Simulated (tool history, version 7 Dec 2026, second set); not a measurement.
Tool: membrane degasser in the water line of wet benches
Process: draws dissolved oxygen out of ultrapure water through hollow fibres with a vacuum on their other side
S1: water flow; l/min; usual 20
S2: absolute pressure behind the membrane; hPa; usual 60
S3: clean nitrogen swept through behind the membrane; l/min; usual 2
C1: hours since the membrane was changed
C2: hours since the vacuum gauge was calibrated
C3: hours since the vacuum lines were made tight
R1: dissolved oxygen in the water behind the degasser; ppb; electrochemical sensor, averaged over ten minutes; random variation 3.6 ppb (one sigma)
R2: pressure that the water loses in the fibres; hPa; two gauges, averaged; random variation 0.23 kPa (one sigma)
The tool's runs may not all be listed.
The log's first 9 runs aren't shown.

run,hour,S1,S2,S3,C1,C2,C3,R1,R2
10,473.9,13,60,2,2113,3838,3332,158.6,380.4
# hour 478.3: vacuum gauge calibrated
11,541.9,13,60,2,2180,64,3399,159.2,381.5
12,588,13,60,2,2226,110,3445,161.3,381.8
13,662.4,13,60,2,2301,184,3520,158.8,379.1
14,703.9,13,60,2,2342,226,3561,163,379.2
# hour 744.5: vacuum gauge calibrated, once more
15,754.4,13,60,4.73,2392,10,3611,132.5,379.7
16,792.7,13,60,4.73,2430,48,3649,132.5,377.6
17,857.5,14,72.8,0.83,2495,113,3714,292.3,409.4
18,892.9,25,77.2,2.15,2531,148,3750,592,726.4
19,956.2,12,112.7,1.57,2594,212,3813,237.9,352.7
20,1022.5,13,37,4.52,2660,278,3879,116.8,379.9
21,1083.8,16,55.6,2.25,2722,339,3940,231.3,464
22,1142.8,20,111.6,1.12,2781,398,3999,591,584.7
23,1173.4,20,111.6,1.12,2811,429,4030,602.8,586.5
24,1243,18,36.4,4.81,2881,499,4100,257.2,523.4
25,1297,19,60,2,2935,552,4154,336.5,553
26,1366.7,16,60,2,3004,622,4223,247.7,467.5
27,1433,16,60,2,3071,688,4290,247.4,469.2
28,1472.8,13,129.8,0.86,3111,728,4329,433.9,381.5
29,1514.6,13,129.8,0.86,3152,770,4371,442.6,380.7
30,1548.2,20,108,1.6,3186,804,4405,521.6,588.1
31,1612.7,25,48.5,2.85,3250,868,4469,518.6,734

Forecast each of these 5 alternatives for the next run:
A,1668.6,14,62.4,4.3,3306,924,4525,?,?
B,1668.6,20,47,0.94,3306,924,4525,?,?
C,1668.6,20,38.4,2,3306,924,4525,?,?
D,1668.6,20,68.8,1,3306,924,4525,?,?
E,1668.6,17,48.5,2.85,3306,924,4525,?,?

run,R1,R2
A,169.1,411.4
B,383.6,586.1
C,328.8,587.8
D,466.7,587.5
E,243.2,497.8
Without the tool's hidden state the same runs would have given:
run,R1,R2
A,157.6,403.4
B,363.1,574.8
C,308.8,576.5
D,446.5,576.1
E,227.7,488.2

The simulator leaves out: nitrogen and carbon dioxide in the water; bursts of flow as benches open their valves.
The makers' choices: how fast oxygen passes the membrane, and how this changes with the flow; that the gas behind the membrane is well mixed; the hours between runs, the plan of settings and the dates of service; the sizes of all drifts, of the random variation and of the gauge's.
